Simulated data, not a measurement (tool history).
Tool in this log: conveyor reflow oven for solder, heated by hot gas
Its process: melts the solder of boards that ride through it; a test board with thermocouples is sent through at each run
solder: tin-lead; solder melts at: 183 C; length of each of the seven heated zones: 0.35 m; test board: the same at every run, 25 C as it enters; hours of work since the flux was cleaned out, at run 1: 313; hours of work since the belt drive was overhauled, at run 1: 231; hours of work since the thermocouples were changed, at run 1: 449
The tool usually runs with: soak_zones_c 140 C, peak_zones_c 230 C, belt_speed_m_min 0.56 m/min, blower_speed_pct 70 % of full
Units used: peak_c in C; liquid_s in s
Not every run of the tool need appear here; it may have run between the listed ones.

run,hour,soak_zones_c,peak_zones_c,belt_speed_m_min,blower_speed_pct,hours of work since the flux was cleaned out,hours of work since the belt drive was overhauled,hours of work since the thermocouples were changed,peak_c,liquid_s
1,0,140,230,0.56,70,313,231,449,211.2,51
# hour 20.2: flux residue cleaned out of gas plates and filters
2,23.9,140,230,0.56,70,2,241,459,213.5,53.8
3,42.3,140,230,0.56,70,12,250,469,213.5,54.1
4,65.5,140,230,0.56,70,24,262,481,213.5,53.8
5,77.8,140,230,0.56,70,30,269,487,213.4,53.8
6,88.2,140,230,0.56,70,36,274,493,213.3,53.5
7,109.1,140,230,0.56,70,47,285,504,213.5,53.7
8,123.3,140,230,0.56,70,54,293,511,213.5,53.7
9,134.1,140,230,0.56,70,60,299,517,213.5,53.7
10,150.3,140,230,0.473,70,68,307,525,218.3,69.3
11,160.4,140,230,0.55,70,74,312,531,214.1,55.2
12,172.4,140,235,0.55,70,80,319,537,218.2,58.9
13,184.7,140,235,0.55,64,86,325,544,216.4,57.6
14,206.9,140,235,0.55,64,98,337,555,216.6,57.6
15,227.9,140,235,0.55,64,109,348,566,216.6,57.7
16,244.7,140,230,0.542,70,118,357,575,214.2,56.7
17,267.8,140,230,0.542,70,130,369,587,214,56
18,280.3,140,230,0.542,70,137,375,594,213.8,56.8
19,300.7,146,230,0.457,67,148,386,605,219.2,75.6
20,318.2,138,219,0.52,51,157,395,614,201.4,42.8
21,329.2,142,230,0.56,87,163,401,620,216.2,57.5
22,344,140,222,0.602,70,170,409,627,204.1,40.4
23,354.5,142,225,0.605,78,176,415,633,207.9,46
24,375.8,140,230,0.604,70,187,426,644,210.1,46.3
25,394.4,140,230,0.604,70,197,435,654,210.1,46.6
26,411.5,140,230,0.604,70,206,444,663,209.7,46.1
27,422.6,140,230,0.604,70,212,450,669,209.9,46.3
28,440.7,137,230,0.621,61,221,460,678,205.9,39.1
29,462.4,137,230,0.621,61,233,471,690,205.8,38.7
30,475.6,140,240,0.56,54,239,478,697,216.7,55.8

Alternative continuations, all from the tool just after run 30; predict every row:
A,489.8,140,230,0.56,55,247,486,704,?,?
B,489.8,140,238,0.56,70,247,486,704,?,?
C,489.8,152,230,0.529,70,247,486,704,?,?

run,peak_c,liquid_s
A,209,48.7
B,219.2,58.2
C,216.8,65.3
Without the tool's hidden state the same runs would have given:
run,peak_c,liquid_s
A,208.9,48.3
B,219.3,57.7
C,216.6,64.4
